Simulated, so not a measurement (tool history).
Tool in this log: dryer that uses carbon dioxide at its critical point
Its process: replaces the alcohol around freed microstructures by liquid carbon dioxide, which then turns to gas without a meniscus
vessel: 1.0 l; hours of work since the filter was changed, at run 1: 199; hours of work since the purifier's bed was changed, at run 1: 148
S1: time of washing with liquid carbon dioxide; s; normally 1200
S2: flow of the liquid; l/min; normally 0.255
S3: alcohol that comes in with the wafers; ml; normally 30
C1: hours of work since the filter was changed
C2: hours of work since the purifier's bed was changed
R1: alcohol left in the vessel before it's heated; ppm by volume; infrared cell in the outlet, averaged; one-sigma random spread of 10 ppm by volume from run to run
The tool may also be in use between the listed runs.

run	day	S1	S2	S3	C1	C2	R1
1	0	1200	0.255	30	199	148	707
2	0.454	1200	0.255	30	207	157	732
3	0.692	1200	0.255	30	212	161	719
4	1.071	1200	0.255	30	219	168	714
5	1.321	1200	0.255	30	224	173	701
6	1.529	1200	0.181	30	228	177	2290
7	1.767	1200	0.255	94	232	181	2204
8	2.246	1200	0.255	94	241	190	2204
9	2.671	1200	0.255	94	249	198	2210
10	2.983	1020	0.181	33	255	204	3655
11	3.192	1200	0.356	105	259	208	531
12	3.692	1200	0.356	105	268	217	523
13	4.183	720	0.222	30	277	227	4439
14	4.596	720	0.222	30	285	234	4393
15	4.921	1200	0.174	30	291	240	2588
16	5.362	1440	0.202	104	300	249	3296
17	5.633	780	0.381	66	305	254	1673
18	6.062	780	0.196	66	313	262	10692

Consider 5 possible next runs. They are alternatives, not a sequence: every one starts from the tool as it was left by run 18. What does each give?
A	6.467	1200	0.185	58	320	270	?
B	6.467	1200	0.255	81	320	270	?
C	6.467	1440	0.31	30	320	270	?
D	6.467	1080	0.255	47	320	270	?
E	6.467	1140	0.184	23	320	270	?

run	R1
A	4249
B	2076
C	170
D	1743
E	1989
The same runs, with their run-to-run variation unchanged, on a tool lacking any hidden condition would have given:
run	R1
A	3572
B	1614
C	91
D	1382
E	1667
